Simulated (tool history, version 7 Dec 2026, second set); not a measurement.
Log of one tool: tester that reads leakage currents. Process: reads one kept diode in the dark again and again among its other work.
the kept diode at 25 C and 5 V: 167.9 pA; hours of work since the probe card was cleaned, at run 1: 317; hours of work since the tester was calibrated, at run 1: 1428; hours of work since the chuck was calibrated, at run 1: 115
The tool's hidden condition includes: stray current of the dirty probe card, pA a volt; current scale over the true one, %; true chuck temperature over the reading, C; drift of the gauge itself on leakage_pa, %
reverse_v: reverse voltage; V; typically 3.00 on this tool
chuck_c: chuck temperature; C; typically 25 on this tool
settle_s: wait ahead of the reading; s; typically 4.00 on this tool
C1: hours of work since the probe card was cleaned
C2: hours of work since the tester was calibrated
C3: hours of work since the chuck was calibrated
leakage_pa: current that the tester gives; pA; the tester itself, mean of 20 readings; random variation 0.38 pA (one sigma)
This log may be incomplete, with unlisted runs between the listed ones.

run 1 hour=0.0 | reverse_v=3.00 chuck_c=25 settle_s=4.00 | C1=317 C2=1428 C3=115 | leakage_pa=123.49
run 2 hour=43.4 | reverse_v=3.00 chuck_c=25 settle_s=4.00 | C1=350 C2=1460 C3=147 | leakage_pa=123.76
run 3 hour=76.7 | reverse_v=3.00 chuck_c=25 settle_s=4.00 | C1=375 C2=1485 C3=172 | leakage_pa=124.03
run 4 hour=128.4 | reverse_v=3.00 chuck_c=25 settle_s=0.76 | C1=413 C2=1524 C3=211 | leakage_pa=123.96
run 5 hour=156.9 | reverse_v=3.00 chuck_c=23 settle_s=4.00 | C1=435 C2=1546 C3=232 | leakage_pa=104.39
run 6 hour=200.5 | reverse_v=3.00 chuck_c=23 settle_s=4.00 | C1=468 C2=1578 C3=265 | leakage_pa=104.16
run 7 hour=248.5 | reverse_v=16.71 chuck_c=25 settle_s=4.00 | C1=504 C2=1614 C3=301 | leakage_pa=349.44
run 8 hour=280.4 | reverse_v=16.71 chuck_c=25 settle_s=4.00 | C1=528 C2=1638 C3=325 | leakage_pa=349.00
run 9 hour=320.5 | reverse_v=16.71 chuck_c=25 settle_s=4.00 | C1=558 C2=1668 C3=355 | leakage_pa=350.19
run 10 hour=343.5 | reverse_v=16.71 chuck_c=25 settle_s=4.00 | C1=575 C2=1686 C3=373 | leakage_pa=352.47
run 11 hour=376.4 | reverse_v=16.71 chuck_c=25 settle_s=4.00 | C1=600 C2=1710 C3=397 | leakage_pa=351.05
run 12 hour=399.2 | reverse_v=16.71 chuck_c=25 settle_s=4.00 | C1=617 C2=1727 C3=414 | leakage_pa=351.17
run 13 hour=454.6 | reverse_v=16.71 chuck_c=25 settle_s=4.00 | C1=658 C2=1769 C3=456 | leakage_pa=349.10
run 14 hour=503.9 | reverse_v=3.00 chuck_c=25 settle_s=0.46 | C1=695 C2=1806 C3=493 | leakage_pa=124.57
run 15 hour=531.2 | reverse_v=3.00 chuck_c=25 settle_s=0.46 | C1=716 C2=1827 C3=513 | leakage_pa=124.93
run 16 hour=575.1 | reverse_v=3.00 chuck_c=25 settle_s=0.46 | C1=749 C2=1859 C3=546 | leakage_pa=124.12
run 17 hour=623.5 | reverse_v=1.33 chuck_c=25 settle_s=4.00 | C1=785 C2=1896 C3=583 | leakage_pa=75.09
run 18 hour=654.7 | reverse_v=3.00 chuck_c=25 settle_s=4.00 | C1=809 C2=1919 C3=606 | leakage_pa=122.12
run 19 hour=701.4 | reverse_v=3.00 chuck_c=25 settle_s=4.00 | C1=844 C2=1954 C3=641 | leakage_pa=122.94
-- hour=708.8 probe card cleaned and baked
run 20 hour=758.4 | reverse_v=3.00 chuck_c=25 settle_s=4.00 | C1=37 C2=1995 C3=682 | leakage_pa=124.35
run 21 hour=791.7 | reverse_v=1.99 chuck_c=50 settle_s=8.63 | C1=62 C2=2020 C3=707 | leakage_pa=672.00
run 22 hour=824.4 | reverse_v=3.00 chuck_c=31 settle_s=1.66 | C1=87 C2=2044 C3=731 | leakage_pa=202.16
-- hour=832.6 probe card cleaned and baked, once more
run 23 hour=870.9 | reverse_v=1.13 chuck_c=31 settle_s=0.33 | C1=29 C2=2077 C3=764 | leakage_pa=110.62
run 24 hour=907.4 | reverse_v=1.13 chuck_c=31 settle_s=0.33 | C1=56 C2=2104 C3=791 | leakage_pa=110.20
run 25 hour=947.6 | reverse_v=2.07 chuck_c=35 settle_s=2.04 | C1=86 C2=2135 C3=822 | leakage_pa=218.58
run 26 hour=989.1 | reverse_v=1.62 chuck_c=22 settle_s=4.00 | C1=117 C2=2166 C3=853 | leakage_pa=63.37
run 27 hour=1031.6 | reverse_v=1.00 chuck_c=26 settle_s=0.31 | C1=149 C2=2198 C3=885 | leakage_pa=67.97
run 28 hour=1058.6 | reverse_v=1.80 chuck_c=22 settle_s=2.71 | C1=170 C2=2218 C3=905 | leakage_pa=67.82
run 29 hour=1093.1 | reverse_v=3.00 chuck_c=28 settle_s=0.77 | C1=196 C2=2244 C3=931 | leakage_pa=154.45
run 30 hour=1117.4 | reverse_v=1.39 chuck_c=28 settle_s=8.40 | C1=214 C2=2262 C3=949 | leakage_pa=96.34
run 31 hour=1167.6 | reverse_v=10.00 chuck_c=24 settle_s=5.70 | C1=252 C2=2300 C3=987 | leakage_pa=225.73
run 32 hour=1208.8 | reverse_v=1.16 chuck_c=25 settle_s=2.35 | C1=282 C2=2331 C3=1018 | leakage_pa=66.82
run 33 hour=1263.3 | reverse_v=3.00 chuck_c=28 settle_s=0.37 | C1=323 C2=2372 C3=1059 | leakage_pa=154.88
run 34 hour=1294.2 | reverse_v=1.39 chuck_c=25 settle_s=4.00 | C1=347 C2=2395 C3=1082 | leakage_pa=74.78
run 35 hour=1331.3 | reverse_v=1.39 chuck_c=25 settle_s=4.00 | C1=374 C2=2423 C3=1110 | leakage_pa=74.88
run 36 hour=1370.5 | reverse_v=3.00 chuck_c=25 settle_s=0.67 | C1=404 C2=2452 C3=1139 | leakage_pa=119.94
run 37 hour=1418.8 | reverse_v=2.83 chuck_c=44 settle_s=4.00 | C1=440 C2=2488 C3=1175 | leakage_pa=523.62
run 38 hour=1446.8 | reverse_v=2.83 chuck_c=44 settle_s=4.00 | C1=461 C2=2509 C3=1196 | leakage_pa=525.02
run 39 hour=1489.8 | reverse_v=19.72 chuck_c=24 settle_s=1.58 | C1=493 C2=2542 C3=1229 | leakage_pa=344.99
run 40 hour=1513.8 | reverse_v=19.72 chuck_c=24 settle_s=1.58 | C1=511 C2=2560 C3=1247 | leakage_pa=345.48

Consider 4 possible next runs. They are alternatives, not a sequence: every one starts from the tool as it was left by run 40. What does each give?
run A hour=1543.5 | reverse_v=19.72 chuck_c=24 settle_s=2.71 | C1=534 C2=2582 C3=1269 | leakage_pa=?
run B hour=1543.5 | reverse_v=2.39 chuck_c=25 settle_s=0.34 | C1=534 C2=2582 C3=1269 | leakage_pa=?
run C hour=1543.5 | reverse_v=3.00 chuck_c=26 settle_s=0.65 | C1=534 C2=2582 C3=1269 | leakage_pa=?
run D hour=1543.5 | reverse_v=1.94 chuck_c=36 settle_s=6.27 | C1=534 C2=2582 C3=1269 | leakage_pa=?

run=A leakage_pa=342.04
run=B leakage_pa=105.01
run=C leakage_pa=130.11
run=D leakage_pa=223.67
Without the tool's hidden state the same runs would have given:
run=A leakage_pa=350.89
run=B leakage_pa=109.89
run=C leakage_pa=136.14
run=D leakage_pa=235.56

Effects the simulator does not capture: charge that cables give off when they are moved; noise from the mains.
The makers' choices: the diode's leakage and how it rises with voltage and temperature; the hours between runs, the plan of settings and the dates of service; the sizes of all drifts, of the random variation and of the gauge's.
